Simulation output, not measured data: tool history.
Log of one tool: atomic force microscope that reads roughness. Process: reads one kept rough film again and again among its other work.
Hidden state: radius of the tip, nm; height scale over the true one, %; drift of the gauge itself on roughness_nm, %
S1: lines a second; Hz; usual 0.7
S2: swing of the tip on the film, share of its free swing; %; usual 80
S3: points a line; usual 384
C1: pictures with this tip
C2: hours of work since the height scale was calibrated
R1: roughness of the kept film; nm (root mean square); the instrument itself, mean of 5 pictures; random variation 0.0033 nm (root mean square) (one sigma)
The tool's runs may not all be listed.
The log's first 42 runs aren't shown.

run 43 hour=672.5 | S1=1.138 S2=60 S3=866 | C1=205 C2=679 | R1=1.758
run 44 hour=687.4 | S1=1.138 S2=60 S3=866 | C1=228 C2=688 | R1=1.754
run 45 hour=706.4 | S1=1.138 S2=60 S3=866 | C1=258 C2=699 | R1=1.756
run 46 hour=716.3 | S1=0.921 S2=86 S3=854 | C1=274 C2=705 | R1=1.7
run 47 hour=731 | S1=2.352 S2=83 S3=452 | C1=297 C2=714 | R1=1.599
run 48 hour=749.8 | S1=2.352 S2=83 S3=452 | C1=326 C2=725 | R1=1.6
run 49 hour=761.8 | S1=2.352 S2=66 S3=846 | C1=345 C2=732 | R1=1.708
-- hour=772.1 new tip fitted
run 50 hour=773.2 | S1=1.147 S2=80 S3=611 | C1=1 C2=739 | R1=1.7
run 51 hour=793.4 | S1=1.147 S2=63 S3=406 | C1=33 C2=751 | R1=1.748
run 52 hour=802.9 | S1=0.513 S2=63 S3=384 | C1=48 C2=756 | R1=1.769
run 53 hour=825.6 | S1=0.828 S2=66 S3=398 | C1=84 C2=770 | R1=1.751

4 ways to go on from here, each from the tool as it stands after run 53. What would each give?
run A hour=848.2 | S1=2.501 S2=82 S3=398 | C1=119 C2=783 | R1=?
run B hour=848.2 | S1=3.04 S2=80 S3=384 | C1=119 C2=783 | R1=?
run C hour=848.2 | S1=2.068 S2=83 S3=384 | C1=119 C2=783 | R1=?
run D hour=848.2 | S1=0.972 S2=71 S3=486 | C1=119 C2=783 | R1=?

run=A R1=1.603
run=B R1=1.579
run=C R1=1.628
run=D R1=1.731
Without the tool's hidden state the same runs would have given:
run=A R1=1.604
run=B R1=1.58
run=C R1=1.628
run=D R1=1.731
